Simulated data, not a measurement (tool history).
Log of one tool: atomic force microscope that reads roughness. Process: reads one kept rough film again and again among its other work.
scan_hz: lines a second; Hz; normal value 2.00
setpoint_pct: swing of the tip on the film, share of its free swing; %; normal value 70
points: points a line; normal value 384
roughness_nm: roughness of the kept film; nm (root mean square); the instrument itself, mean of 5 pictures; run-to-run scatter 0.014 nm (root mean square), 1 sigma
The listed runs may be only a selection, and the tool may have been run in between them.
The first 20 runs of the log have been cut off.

run	hour	scan_hz	setpoint_pct	points	roughness_nm
21	474.6	2.00	82	384	3.201
22	491.2	2.00	82	384	3.197
# hour 516.2: new tip fitted
23	524.0	2.00	82	384	3.219
24	544.1	2.00	82	384	3.226
25	574.2	2.03	82	264	3.145
26	606.8	2.03	82	264	3.149
27	628.6	2.03	82	264	3.166
28	665.5	0.67	69	288	3.618
29	683.0	0.88	56	442	3.750
30	706.5	0.63	71	297	3.615
31	726.2	1.16	58	442	3.697
# hour 737.4: new tip fitted
32	752.8	2.83	85	442	2.922
33	786.1	0.63	85	866	3.608
34	801.1	1.56	90	442	3.156

Alternative continuations, all from the tool just after run 34; predict every row:
A	833.7	0.70	81	608	?
B	833.7	2.24	59	808	?
C	833.7	3.65	70	613	?
D	833.7	1.56	90	541	?

run	roughness_nm
A	3.636
B	3.643
C	3.247
D	3.172
With no hidden state in the tool, these same runs would have given:
run	roughness_nm
A	3.649
B	3.656
C	3.258
D	3.183

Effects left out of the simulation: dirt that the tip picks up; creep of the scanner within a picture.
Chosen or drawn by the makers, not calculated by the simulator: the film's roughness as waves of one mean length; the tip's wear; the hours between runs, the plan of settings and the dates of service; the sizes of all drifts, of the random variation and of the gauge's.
